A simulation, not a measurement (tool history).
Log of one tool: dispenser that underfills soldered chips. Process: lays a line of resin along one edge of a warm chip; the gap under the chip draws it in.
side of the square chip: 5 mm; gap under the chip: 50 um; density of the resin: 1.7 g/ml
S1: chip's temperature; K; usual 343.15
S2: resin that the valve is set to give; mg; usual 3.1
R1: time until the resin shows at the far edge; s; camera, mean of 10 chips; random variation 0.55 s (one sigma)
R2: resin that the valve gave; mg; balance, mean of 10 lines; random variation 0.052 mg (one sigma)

run 1 hour=0 | S1=343.15 S2=3.1 | R1=65.7 R2=3.07
-- hour=9.1 new syringe of resin
run 2 hour=9.7 | S1=334.15 S2=3.1 | R1=63.9 R2=3.1
run 3 hour=21.8 | S1=334.15 S2=3.1 | R1=101.8 R2=3.13
-- hour=27.2 new syringe of resin
run 4 hour=31.3 | S1=334.15 S2=3.1 | R1=73.9 R2=3.16
run 5 hour=43.9 | S1=334.15 S2=3.1 | R1=121.1 R2=3.16
-- hour=45.1 new syringe of resin
run 6 hour=59.8 | S1=334.15 S2=3.1 | R1=109.5 R2=3.05
-- hour=62.7 new syringe of resin
run 7 hour=70.3 | S1=334.15 S2=3.1 | R1=83 R2=2.97
-- hour=81.3 new syringe of resin
run 8 hour=83.4 | S1=340.15 S2=2.84 | R1=58.5 R2=2.67
-- hour=99 new syringe of resin
run 9 hour=99 | S1=331.15 S2=3.23 | R1=69.6 R2=3.09
run 10 hour=108.9 | S1=331.15 S2=3.21 | R1=102.5 R2=2.98

The next listed run, before its measurement:
-- hour=116.6 new syringe of resin
run 11 hour=124.2 | S1=331.15 S2=3.21 | R1=? R2=?

R1: 92.5 s
R2: 2.99 mg
Without the tool's hidden state the same run would have given R1 67.7 s, R2 3.19 mg.

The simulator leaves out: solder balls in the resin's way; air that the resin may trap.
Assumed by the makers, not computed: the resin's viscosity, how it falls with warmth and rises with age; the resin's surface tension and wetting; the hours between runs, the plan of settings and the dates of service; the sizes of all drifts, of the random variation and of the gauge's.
